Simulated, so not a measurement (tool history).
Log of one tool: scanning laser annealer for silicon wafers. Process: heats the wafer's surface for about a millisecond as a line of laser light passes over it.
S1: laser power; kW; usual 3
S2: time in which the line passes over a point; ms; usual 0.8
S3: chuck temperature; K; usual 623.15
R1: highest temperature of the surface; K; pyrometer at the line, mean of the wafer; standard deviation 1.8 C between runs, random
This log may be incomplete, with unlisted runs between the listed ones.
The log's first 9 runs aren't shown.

run   hour     S1     S2      S3       R1
 10   78.9      3    0.8  613.15  1304.15
 11   90.2      3    0.8  613.15  1301.15
 12  103.8      3  0.722  623.15  1278.15
 13  116.1  2.716    0.8  623.15  1239.15
 14  123.4  2.716    0.8  631.15  1245.15
 15  129.9  2.792    0.8  631.15  1263.15
 16  142.6      3    0.8  612.15  1296.15
 17  148.8      3    0.8  623.15  1312.15
 18    160      3  0.826  594.15  1294.15
 19  167.8      3  0.898  642.15  1375.15
 20  174.9  3.213  0.793  642.15  1384.15
 21    188  2.873  0.726  623.15  1246.15
 22    197      3  0.687  623.15  1252.15
 23  210.8  3.173  0.655  623.15  1277.15
 24  222.8  3.173  0.655  623.15  1281.15
 25  229.1      3  0.874  630.15  1353.15
 26  240.9  3.209  0.579  611.15  1236.15
 27  250.6  3.209  0.579  642.15  1262.15
 28  262.5  2.795  0.565  610.15  1131.15
 29  272.8   2.66    0.8  609.15  1206.15
 30  284.7   2.66    0.8  609.15  1201.15
 31  298.7      3  0.936  623.15  1367.15
 32  313.3  2.655  0.921  623.15  1264.15
 33  325.2  3.077    0.8  623.15  1326.15
 34  337.6  3.077    0.8  591.15  1293.15

Branching from run 34: 4 alternative next runs. What would each branch give?
  A  347.1  2.639    0.8  591.15   ?
  B  347.1      3  0.563  632.15   ?
  C  347.1      3    0.8  608.15   ?
  D  347.1  2.979  0.722  662.15   ?

run       R1
  A  1180.15
  B  1196.15
  C  1294.15
  D  1306.15
With no hidden state in the tool, these same runs would have given:
run       R1
  A  1219.15
  B  1234.15
  C  1340.15
  D  1350.15

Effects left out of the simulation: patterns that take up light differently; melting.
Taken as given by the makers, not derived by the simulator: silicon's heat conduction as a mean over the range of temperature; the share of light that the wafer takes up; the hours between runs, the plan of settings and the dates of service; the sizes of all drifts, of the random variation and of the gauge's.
